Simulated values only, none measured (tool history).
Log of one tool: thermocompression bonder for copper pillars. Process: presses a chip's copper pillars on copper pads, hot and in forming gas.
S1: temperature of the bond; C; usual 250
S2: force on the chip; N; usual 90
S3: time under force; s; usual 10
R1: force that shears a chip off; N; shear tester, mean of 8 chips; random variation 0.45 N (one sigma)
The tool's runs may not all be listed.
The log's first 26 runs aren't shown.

run   hour   S1   S2  S3    R1
     369.7  -- force cell calibrated
 27  387.3  270  114   6  43.3
 28  396.7  254   83   8  29.1
 29  418.0  254   83   8  29.7
 30  431.1  250  120  10  39.5
 31  452.8  274  108  10  50.5
 32  465.5  274  108  10  51.0
     478.7  -- force cell calibrated, once more
 33  481.8  262   60  25  38.8
 34  501.4  250  132  10  42.2
 35  520.6  279  100   6  43.8
 36  529.9  279  100   6  45.3

The next listed run, before its measurement:
 37  549.6  279  100  12   ?

R1: 54.8 N
Without the tool's hidden state the same run would have given R1 57.2 N.

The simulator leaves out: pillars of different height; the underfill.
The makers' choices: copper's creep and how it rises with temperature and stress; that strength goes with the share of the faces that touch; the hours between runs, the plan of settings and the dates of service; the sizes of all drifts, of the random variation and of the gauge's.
